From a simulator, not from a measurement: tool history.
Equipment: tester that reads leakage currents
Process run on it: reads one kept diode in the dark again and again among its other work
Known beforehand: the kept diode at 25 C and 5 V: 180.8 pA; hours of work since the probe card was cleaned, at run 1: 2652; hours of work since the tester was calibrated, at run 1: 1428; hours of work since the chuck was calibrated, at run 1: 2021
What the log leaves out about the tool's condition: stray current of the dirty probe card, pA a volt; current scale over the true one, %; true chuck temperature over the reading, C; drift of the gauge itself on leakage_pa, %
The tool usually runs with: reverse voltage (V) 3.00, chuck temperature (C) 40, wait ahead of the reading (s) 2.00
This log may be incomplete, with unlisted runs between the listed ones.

run,hour,reverse voltage (V),chuck temperature (C),wait ahead of the reading (s),hours of work since the probe card was cleaned,hours of work since the tester was calibrated,hours of work since the chuck was calibrated,current that the tester gives (pA)
1,0.0,3.00,40,2.00,2652,1428,2021,480.98
2,61.2,3.00,40,2.00,2700,1476,2069,481.90
# hour 129.1: chuck's temperature calibrated
3,130.2,3.00,40,6.56,2753,1528,1,471.77
4,231.1,3.00,40,6.56,2832,1607,80,471.46
5,303.1,3.00,30,2.00,2888,1664,136,218.08
6,398.0,3.00,30,2.00,2962,1738,211,219.35
7,480.7,3.00,30,2.00,3027,1803,275,220.05
8,595.2,3.00,30,2.00,3117,1892,365,220.86
9,654.1,3.00,30,2.00,3163,1939,411,219.99
10,770.4,3.00,30,2.00,3254,2030,502,222.29
11,824.7,3.00,40,0.34,3297,2072,545,478.44
12,936.6,3.00,40,0.34,3384,2160,632,482.51
13,1016.0,10.58,34,0.35,3446,2222,695,579.11
14,1091.2,3.00,28,2.00,3505,2281,754,189.96
15,1155.0,3.00,28,2.00,3555,2331,803,189.94
# hour 1195.5: probe card cleaned and baked
16,1265.5,1.08,34,5.45,55,2415,888,183.08
17,1387.7,4.66,40,0.31,151,2511,983,594.54
18,1497.6,4.66,40,0.31,237,2597,1069,598.10
19,1616.5,4.66,40,0.31,330,2690,1163,597.04
20,1677.3,4.66,40,0.31,377,2738,1210,600.05
21,1768.4,4.66,40,0.31,449,2809,1282,602.62
22,1859.7,4.66,47,0.71,520,2881,1353,1004.67
23,1971.4,16.04,22,2.00,608,2968,1441,264.66
24,2073.9,16.04,22,2.00,688,3048,1521,264.08

Each row is a separate what-if for the run after 24, all from the same tool condition, not one after another. Results?
A,2144.9,7.85,22,2.00,744,3104,1576,?
B,2144.9,3.00,23,0.61,744,3104,1576,?
C,2144.9,1.47,40,2.92,744,3104,1576,?
D,2144.9,16.04,25,2.00,744,3104,1576,?

run,current that the tester gives (pA)
A,186.41
B,126.84
C,342.92
D,339.95
What these runs would have given with no unlogged condition in the tool:
run,current that the tester gives (pA)
A,176.18
B,120.64
C,329.36
D,321.06
